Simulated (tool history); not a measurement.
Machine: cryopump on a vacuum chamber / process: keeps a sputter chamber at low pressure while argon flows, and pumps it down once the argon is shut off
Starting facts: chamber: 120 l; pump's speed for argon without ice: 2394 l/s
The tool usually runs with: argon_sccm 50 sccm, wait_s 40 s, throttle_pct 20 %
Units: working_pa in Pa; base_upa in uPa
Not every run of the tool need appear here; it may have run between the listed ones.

run   hour  argon_sccm  wait_s  throttle_pct  working_pa  base_upa
  1      0          50      40            20      0.1768       1.2
  2   67.6          50      40            20      0.1781      1.21
  3  100.3          50      40            20      0.1776       1.2
  4    166          50      40            20      0.1795      1.27
  5  224.8          50      40            20      0.1805      1.27
  6  261.1          50      40            20      0.1808      1.32
  7  312.3          50      99            20      0.1796      0.99
  8  380.9          50      99            17      0.2139      1.05
  9  445.5          50      99            17      0.2129      1.07
       498  -- pump warmed up, emptied and cooled again
 10  504.2          50      40            20      0.1772       1.3
 11  536.4          46      40            20      0.1643      1.28
 12  572.8          46      40            20       0.164      1.28
 13  607.7          46      40            20      0.1645      1.36
 14  644.3          50      40            20      0.1795      1.36
 15    698          50      40            33      0.1096      1.36
 16    740          50      40            20      0.1794      1.38
 17  814.1          50      40            20      0.1792      1.42
 18    879          50      40            20      0.1836      1.46
 19  910.7          25      40            20      0.0913      1.43
 20  984.7          25      40            20       0.093      1.54

Expected results for the next run?
      992.9  -- pump warmed up, emptied and cooled again
 21  1019.8          25      40            20           ?         ?

working_pa: 0.0885 Pa
base_upa: 1.42 uPa
The same run, on a tool lacking any hidden state, would have yielded working_pa 0.0878 Pa, base_upa 0.68 uPa.
